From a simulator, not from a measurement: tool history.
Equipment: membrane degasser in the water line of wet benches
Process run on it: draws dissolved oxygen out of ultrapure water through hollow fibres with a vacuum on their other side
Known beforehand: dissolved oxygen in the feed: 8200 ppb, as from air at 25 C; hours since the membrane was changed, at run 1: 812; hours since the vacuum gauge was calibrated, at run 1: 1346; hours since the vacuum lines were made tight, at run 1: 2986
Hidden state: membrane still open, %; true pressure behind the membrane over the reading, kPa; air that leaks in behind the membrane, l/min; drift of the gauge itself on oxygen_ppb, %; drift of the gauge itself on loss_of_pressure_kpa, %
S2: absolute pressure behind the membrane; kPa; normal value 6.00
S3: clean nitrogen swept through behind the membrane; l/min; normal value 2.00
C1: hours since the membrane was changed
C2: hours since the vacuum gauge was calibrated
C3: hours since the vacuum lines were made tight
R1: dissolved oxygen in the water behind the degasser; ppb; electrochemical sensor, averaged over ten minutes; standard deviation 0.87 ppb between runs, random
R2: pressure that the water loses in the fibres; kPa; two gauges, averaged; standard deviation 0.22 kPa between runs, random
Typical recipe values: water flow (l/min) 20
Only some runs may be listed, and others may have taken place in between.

{"run": 1, "hour": 0.0, "water flow (l/min)": 20, "S2": 6.0, "S3": 2.0, "C1": 812, "C2": 1346, "C3": 2986, "R1": 82.9, "R2": 53.2}
{"run": 2, "hour": 21.2, "water flow (l/min)": 20, "S2": 6.0, "S3": 1.3, "C1": 834, "C2": 1367, "C3": 3007, "R1": 114.7, "R2": 53.54}
{"run": 3, "hour": 59.1, "water flow (l/min)": 20, "S2": 6.0, "S3": 1.3, "C1": 871, "C2": 1405, "C3": 3045, "R1": 114.3, "R2": 53.55}
{"run": 4, "hour": 98.0, "water flow (l/min)": 20, "S2": 6.0, "S3": 1.3, "C1": 910, "C2": 1444, "C3": 3084, "R1": 113.5, "R2": 53.45}
{"run": 5, "hour": 141.8, "water flow (l/min)": 20, "S2": 6.0, "S3": 2.0, "C1": 954, "C2": 1487, "C3": 3127, "R1": 83.3, "R2": 53.62}
{"run": 6, "hour": 192.8, "water flow (l/min)": 20, "S2": 6.0, "S3": 2.0, "C1": 1005, "C2": 1538, "C3": 3178, "R1": 82.3, "R2": 53.35}
{"run": 7, "hour": 241.7, "water flow (l/min)": 14, "S2": 12.55, "S3": 2.45, "C1": 1054, "C2": 1587, "C3": 3227, "R1": 137.1, "R2": 37.4}
{"run": 8, "hour": 287.1, "water flow (l/min)": 16, "S2": 6.0, "S3": 1.7, "C1": 1100, "C2": 1633, "C3": 3273, "R1": 71.1, "R2": 42.95}
{"run": 9, "hour": 330.5, "water flow (l/min)": 12, "S2": 11.94, "S3": 3.45, "C1": 1143, "C2": 1676, "C3": 3316, "R1": 78.8, "R2": 32.09}
{"run": 10, "hour": 376.1, "water flow (l/min)": 12, "S2": 5.44, "S3": 2.0, "C1": 1188, "C2": 1722, "C3": 3362, "R1": 36.8, "R2": 32.08}
{"run": 11, "hour": 403.8, "water flow (l/min)": 32, "S2": 8.68, "S3": 2.0, "C1": 1216, "C2": 1749, "C3": 3389, "R1": 243.1, "R2": 84.74}

Alternative continuations, all from the tool just after run 11; predict every row:
{"run": "A", "hour": 441.0, "water flow (l/min)": 32, "S2": 4.53, "S3": 1.41, "C1": 1253, "C2": 1787, "C3": 3427, "R1": "?", "R2": "?"}
{"run": "B", "hour": 441.0, "water flow (l/min)": 32, "S2": 12.28, "S3": 2.0, "C1": 1253, "C2": 1787, "C3": 3427, "R1": "?", "R2": "?"}
{"run": "C", "hour": 441.0, "water flow (l/min)": 20, "S2": 9.5, "S3": 2.69, "C1": 1253, "C2": 1787, "C3": 3427, "R1": "?", "R2": "?"}
{"run": "D", "hour": 441.0, "water flow (l/min)": 15, "S2": 7.16, "S3": 2.0, "C1": 1253, "C2": 1787, "C3": 3427, "R1": "?", "R2": "?"}

run=A R1=113.1 R2=85.51
run=B R1=363.3 R2=85.87
run=C R1=127.7 R2=54.00
run=D R1=77.6 R2=39.90
Take away the tool's hidden state, keep each run's random variation, and the runs would have read:
run=A R1=113.0 R2=85.50
run=B R1=363.2 R2=85.86
run=C R1=127.6 R2=54.00
run=D R1=77.6 R2=39.90
